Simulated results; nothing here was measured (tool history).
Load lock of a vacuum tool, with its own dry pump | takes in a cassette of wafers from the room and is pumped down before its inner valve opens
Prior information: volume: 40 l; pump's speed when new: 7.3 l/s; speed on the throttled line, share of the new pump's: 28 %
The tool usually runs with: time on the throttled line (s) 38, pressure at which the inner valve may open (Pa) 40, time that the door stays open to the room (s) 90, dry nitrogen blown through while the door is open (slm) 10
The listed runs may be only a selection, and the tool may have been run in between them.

| run | hour | time on the throttled line (s) | pressure at which the inner valve may open (Pa) | time that the door stays open to the room (s) | dry nitrogen blown through while the door is open (slm) | incoming humidity of the room's air, % | time from the closed door until the inner valve may open (s) | rise of the pressure with all valves shut (Pa/min) |
|---|---|---|---|---|---|---|---|---|
| 1 | 0 | 38 | 40 | 90 | 10 | 43.8 | 74.5 | 0.034 |
| 2 | 103.5 | 38 | 40 | 90 | 10 | 45.9 | 74 | 0.043 |
| 3 | 169.2 | 38 | 40 | 90 | 10 | 48.5 | 73.9 | 0.039 |
| 4 | 237.6 | 38 | 40 | 90 | 10 | 47.3 | 74.5 | 0.049 |
| 5 | 350.5 | 38 | 40 | 90 | 10 | 49.1 | 74.2 | 0.039 |
| 6 | 433.7 | 38 | 40 | 90 | 10 | 44.6 | 74.4 | 0.036 |
| 7 | 495.6 | 47 | 56 | 84 | 29 | 43.4 | 78.9 | 0.029 |
| 8 | 570.8 | 47 | 56 | 84 | 29 | 45 | 79.2 | 0.028 |
| 9 | 667.4 | 47 | 56 | 84 | 29 | 45.2 | 79 | 0.027 |
| 10 | 786.1 | 47 | 56 | 84 | 29 | 46.7 | 79.1 | 0.034 |

Run 11 has not been measured yet. What should we expect?
| 11 | 885.8 | 47 | 56 | 84 | 29 | 46.4 | ? | ? |

time from the closed door until the inner valve may open (s): 78.5
rise of the pressure with all valves shut (Pa/min): 0.028
If the tool had no hidden condition, the same run with the same run-to-run variation would have returned time from the closed door until the inner valve may open (s) 75, rise of the pressure with all valves shut (Pa/min) 0.017.

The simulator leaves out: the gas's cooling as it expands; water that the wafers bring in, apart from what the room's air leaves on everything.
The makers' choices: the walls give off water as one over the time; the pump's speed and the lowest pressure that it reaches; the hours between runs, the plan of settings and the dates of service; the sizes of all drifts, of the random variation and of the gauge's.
